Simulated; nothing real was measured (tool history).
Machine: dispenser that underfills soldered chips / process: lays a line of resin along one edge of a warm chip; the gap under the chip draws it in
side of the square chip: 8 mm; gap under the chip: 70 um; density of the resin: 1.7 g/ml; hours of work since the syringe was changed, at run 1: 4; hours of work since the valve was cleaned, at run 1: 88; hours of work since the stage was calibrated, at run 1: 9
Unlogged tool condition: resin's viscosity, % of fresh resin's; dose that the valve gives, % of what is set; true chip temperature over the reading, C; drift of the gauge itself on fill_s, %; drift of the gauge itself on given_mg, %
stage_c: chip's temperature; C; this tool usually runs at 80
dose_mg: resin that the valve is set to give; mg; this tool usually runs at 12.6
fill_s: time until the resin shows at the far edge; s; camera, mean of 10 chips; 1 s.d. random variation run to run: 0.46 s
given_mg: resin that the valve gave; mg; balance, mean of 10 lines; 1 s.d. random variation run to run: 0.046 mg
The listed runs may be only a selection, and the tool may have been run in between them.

run,hour,stage_c,dose_mg,hours of work since the syringe was changed,hours of work since the valve was cleaned,hours of work since the stage was calibrated,fill_s,given_mg
1,0.0,80,12.6,4,88,9,48.0,12.01
# hour 4.0: new syringe of resin
2,11.6,80,12.6,5,95,16,50.6,12.06
# hour 14.4: new syringe of resin
3,21.3,80,12.6,4,101,21,47.8,12.00
# hour 25.3: new syringe of resin
4,33.5,80,12.6,5,108,29,51.6,11.98
# hour 35.5: new syringe of resin
# hour 46.2: new syringe of resin
5,47.7,80,11.6,1,116,37,36.6,10.98
# hour 52.1: dispensing valve cleaned and set on the balance
# hour 57.4: new syringe of resin
6,60.5,82,12.6,2,5,44,37.0,12.47
# hour 68.3: new syringe of resin
7,69.5,82,12.6,1,10,49,34.6,12.58
# hour 78.7: new syringe of resin
8,79.2,82,12.9,0,16,55,32.0,12.77
# hour 89.4: new syringe of resin
9,89.4,82,12.9,0,22,61,32.4,12.75
# hour 99.9: new syringe of resin
10,99.9,82,12.9,0,29,68,31.4,12.77
# hour 110.6: new syringe of resin
11,113.2,82,12.9,2,36,76,36.6,12.68
# hour 121.7: new syringe of resin
12,128.0,80,12.6,4,45,85,46.0,12.48
# hour 132.7: new syringe of resin
13,137.3,80,12.6,3,51,90,42.1,12.23
# hour 143.5: new syringe of resin
14,147.6,80,12.6,3,57,96,42.2,12.18
# hour 154.0: new syringe of resin
15,158.5,80,12.0,3,64,103,43.8,11.61
# hour 164.2: new syringe of resin
16,169.9,80,12.0,4,70,110,45.4,11.67
# hour 175.0: new syringe of resin
17,182.3,80,12.0,4,78,117,48.5,11.50
# hour 186.2: new syringe of resin
18,191.2,90,12.6,3,83,122,28.5,11.98
# hour 197.4: new syringe of resin
19,198.5,90,12.6,1,87,127,23.8,12.07
# hour 208.4: new syringe of resin
20,212.6,77,15.0,3,96,135,47.8,14.26
# hour 219.2: new syringe of resin
21,221.3,74,12.6,1,101,140,49.8,11.99
# hour 230.0: new syringe of resin
22,230.0,74,12.6,0,106,145,46.0,11.91
# hour 241.2: new syringe of resin
23,244.3,74,12.6,2,115,154,53.1,11.86
# hour 250.9: dispensing valve cleaned and set on the balance
# hour 253.0: new syringe of resin
24,257.5,77,14.0,3,4,161,47.8,14.05
# hour 264.1: new syringe of resin
25,273.2,77,14.0,6,13,171,60.0,13.86
# hour 274.9: new syringe of resin
# hour 285.4: new syringe of resin
26,285.5,77,13.7,0,21,178,37.9,13.55
# hour 296.7: new syringe of resin
27,297.7,88,12.7,1,28,185,25.0,12.56
# hour 307.3: new syringe of resin
28,307.6,81,16.0,0,34,191,32.9,15.75
# hour 317.7: new syringe of resin
29,319.6,74,12.7,1,41,198,49.7,12.49
# hour 328.5: new syringe of resin
30,334.3,90,15.4,4,50,207,29.1,14.99
# hour 339.0: new syringe of resin
# hour 349.7: new syringe of resin
31,350.3,80,16.0,0,59,217,35.6,15.62
# hour 360.8: new syringe of resin
32,362.3,80,16.0,1,66,224,35.9,15.49
# hour 371.3: new syringe of resin
33,372.9,84,13.1,1,73,230,32.3,12.63
# hour 382.1: new syringe of resin
34,385.0,83,13.4,2,80,237,34.8,12.87
# hour 392.4: new syringe of resin
35,401.3,79,15.8,5,90,247,51.3,15.21

Hidden state or all else? Some run-to-run changes of fill_s, split into what the settings, what came in and random variation would give without the hidden state, and what is left for the hidden state (with any gauge scatter that isn't in both results):
Run 4 -> 5: dose_mg 12.6 -> 11.6, new syringe of resin, new syringe of resin. fill_s -15.0 s: hidden state -14.8, all else -0.2.
Run 19 -> 20: stage_c 90 -> 77, dose_mg 12.6 -> 15.0, new syringe of resin. fill_s +24.0 s: hidden state +7.3, all else +16.7.
Run 25 -> 26: dose_mg 14.0 -> 13.7, new syringe of resin, new syringe of resin. fill_s -22.1 s: hidden state -21.5, all else -0.6.
Run 29 -> 30: stage_c 74 -> 90, dose_mg 12.7 -> 15.4, new syringe of resin. fill_s -20.6 s: hidden state +3.6, all else -24.2.
Run 34 -> 35: stage_c 83 -> 79, dose_mg 13.4 -> 15.8, new syringe of resin. fill_s +16.5 s: hidden state +12.6, all else +3.9.
